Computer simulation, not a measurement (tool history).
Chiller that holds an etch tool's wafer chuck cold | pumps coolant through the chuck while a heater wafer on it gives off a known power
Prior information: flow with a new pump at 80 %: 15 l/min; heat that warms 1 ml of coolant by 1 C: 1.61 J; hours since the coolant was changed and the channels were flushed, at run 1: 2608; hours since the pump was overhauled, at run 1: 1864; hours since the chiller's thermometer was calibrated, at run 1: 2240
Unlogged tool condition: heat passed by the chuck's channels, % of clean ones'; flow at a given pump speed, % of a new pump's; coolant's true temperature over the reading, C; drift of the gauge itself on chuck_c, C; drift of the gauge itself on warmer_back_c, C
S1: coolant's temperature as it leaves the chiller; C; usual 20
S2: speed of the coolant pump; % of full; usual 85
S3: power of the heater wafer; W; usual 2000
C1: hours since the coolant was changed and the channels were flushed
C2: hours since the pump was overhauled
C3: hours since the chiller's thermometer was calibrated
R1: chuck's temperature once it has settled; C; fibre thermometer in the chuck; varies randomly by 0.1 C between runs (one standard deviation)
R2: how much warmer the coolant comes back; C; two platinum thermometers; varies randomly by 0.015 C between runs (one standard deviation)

run    hour  S1  S2    S3    C1    C2    C3    R1    R2
  1       0  20  85  2000  2608  1864  2240  36.5  4.66
  2    63.3  20  85  2000  2671  1927  2303  36.3  4.68
  3   143.6  20  86  2000  2751  2007  2384  36.2  4.63
  4     205  20  85  2000  2813  2069  2445  36.7  4.67
  5   245.9  20  62  2000  2853  2110  2486  40.7  6.51
  6   302.8  20  85  2613  2910  2167  2543  41.4  6.12
  7     358  20  85  2613  2966  2222  2598  41.5   6.1
  8   403.4  20  85  2000  3011  2267  2644  36.3  4.67
  9   480.1  20  85  1221  3088  2344  2720  30.1  2.86
 10   522.9  20  73  2191  3130  2387  2763    40  5.99
 11   608.1  20  71  2000  3216  2472  2848    39  5.67
 12     682  20  64  2189  3290  2546  2922  42.2   6.9
 13   736.3  11  64  2189  3344  2600  2976  33.2  6.87
 14   816.1  11  64  2189  3424  2680  3056  33.1  6.86
 15   890.7  29  86  1567  3498  2754  3131  41.8  3.64
 16   961.5  20  74  2042  3569  2825  3202  38.5  5.53
 17  1003.1  20  74  1069  3611  2867  3243  29.8  2.87

5 options for the next run, each taken on its own from the tool as it stands now. Forecast them:
  A  1052  20  86  1069  3660  2916  3292   ?   ?
  B  1052  22  68  2496  3660  2916  3292   ?   ?
  C  1052  15  62  2979  3660  2916  3292   ?   ?
  D  1052  17  85  1450  3660  2916  3292   ?   ?
  E  1052  12  72  2240  3660  2916  3292   ?   ?

run    R1    R2
  A  28.8  2.49
  B  46.3  7.39
  C  45.8   9.7
  D    29  3.39
  E  32.8  6.26
Without the tool's unlogged condition, the same runs would have read:
run    R1    R2
  A  28.8  2.49
  B  46.3  7.39
  C  45.8   9.7
  D    29  3.39
  E  32.8  6.26
